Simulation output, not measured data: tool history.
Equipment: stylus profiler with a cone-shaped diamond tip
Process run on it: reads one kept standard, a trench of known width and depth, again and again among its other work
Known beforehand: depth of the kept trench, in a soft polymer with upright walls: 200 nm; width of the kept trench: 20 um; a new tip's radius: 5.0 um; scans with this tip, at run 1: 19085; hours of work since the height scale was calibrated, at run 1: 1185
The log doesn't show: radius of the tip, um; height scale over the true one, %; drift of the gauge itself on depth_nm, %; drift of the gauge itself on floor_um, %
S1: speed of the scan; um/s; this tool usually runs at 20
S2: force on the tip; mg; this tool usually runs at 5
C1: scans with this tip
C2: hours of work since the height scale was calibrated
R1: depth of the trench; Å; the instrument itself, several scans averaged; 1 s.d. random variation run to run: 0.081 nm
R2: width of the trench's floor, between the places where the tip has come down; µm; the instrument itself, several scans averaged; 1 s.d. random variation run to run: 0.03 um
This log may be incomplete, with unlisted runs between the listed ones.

Run 1, hour 0: usual settings; C1 19085; C2 1185. Result: R1 2017.1 Å, R2 15.54 µm.
Run 2, hour 82.2: usual settings but S2 1.74 mg; C1 19393; C2 1236. Result: R1 2002.2 Å, R2 15.47 µm.
Run 3, hour 149.2: usual settings but S2 1.74 mg; C1 19644; C2 1277. Result: R1 2001.8 Å, R2 15.52 µm.
Run 4, hour 235.1: usual settings but S2 14.31 mg; C1 19965; C2 1330. Result: R1 2046.9 Å, R2 15.44 µm.
Run 5, hour 304.6: usual settings but S2 14.31 mg; C1 20225; C2 1373. Result: R1 2048.8 Å, R2 15.46 µm.
Run 6, hour 380.9: usual settings but S1 25 um/s; C1 20510; C2 1420. Result: R1 2016.4 Å, R2 15.4 µm.
Run 7, hour 485.7: usual settings; C1 20903; C2 1484. Result: R1 2015.1 Å, R2 15.38 µm.
Run 8, hour 580.2: usual settings but S1 71 um/s; C1 21257; C2 1542. Result: R1 2014.9 Å, R2 15.25 µm.
Run 9, hour 674.9: usual settings; C1 21611; C2 1600. Result: R1 2014.5 Å, R2 15.39 µm.
Run 10, hour 793.1: usual settings; C1 22053; C2 1673. Result: R1 2013.7 Å, R2 15.32 µm.
Run 11, hour 859: usual settings but S1 10 um/s; C1 22300; C2 1714. Result: R1 2013.1 Å, R2 15.33 µm.
Run 12, hour 942.9: usual settings but S1 23 um/s, S2 8.79 mg; C1 22614; C2 1765. Result: R1 2027.5 Å, R2 15.22 µm.
Run 13, hour 1060.6: usual settings but S1 45 um/s, S2 14.68 mg; C1 23054; C2 1837. Result: R1 2042.9 Å, R2 15.28 µm.
Run 14, hour 1160.4: usual settings but S1 13 um/s, S2 2.77 mg; C1 23428; C2 1899. Result: R1 2001.8 Å, R2 15.26 µm.
At hour 1191: height scale calibrated on a step standard.
Run 15, hour 1257: usual settings but S1 13 um/s, S2 2.77 mg; C1 23787; C2 41. Result: R1 2019.7 Å, R2 15.22 µm.
Run 16, hour 1325.1: usual settings but S1 13 um/s, S2 2.77 mg; C1 24042; C2 82. Result: R1 2019.7 Å, R2 15.21 µm.
Run 17, hour 1406.9: usual settings but S1 13 um/s, S2 2.77 mg; C1 24348; C2 133. Result: R1 2019.4 Å, R2 15.17 µm.
Run 18, hour 1508: usual settings but S1 7 um/s, S2 2.23 mg; C1 24726; C2 195. Result: R1 2014.7 Å, R2 15.2 µm.
Run 19, hour 1572.6: usual settings but S1 7 um/s, S2 2.23 mg; C1 24968; C2 235. Result: R1 2016.5 Å, R2 15.15 µm.

Branching from run 19: 4 alternative next runs. What would each branch give?
Run A, hour 1647.2: usual settings but S1 7 um/s, S2 13.88 mg; C1 25248; C2 280. Result: R1 ?, R2 ?.
Run B, hour 1647.2: usual settings but S1 14 um/s, S2 2.85 mg; C1 25248; C2 280. Result: R1 ?, R2 ?.
Run C, hour 1647.2: usual settings but S2 13.76 mg; C1 25248; C2 280. Result: R1 ?, R2 ?.
Run D, hour 1647.2: usual settings but S1 7 um/s, S2 1.75 mg; C1 25248; C2 280. Result: R1 ?, R2 ?.

run      R1     R2
  A  2057.7  15.14
  B  2017.5  15.09
  C    2057  15.18
  D  2011.9   15.1
Without the tool's unlogged condition, the same runs would have read:
run      R1     R2
  A    2061  17.18
  B  2020.7  17.12
  C  2060.3  17.22
  D  2015.1  17.14
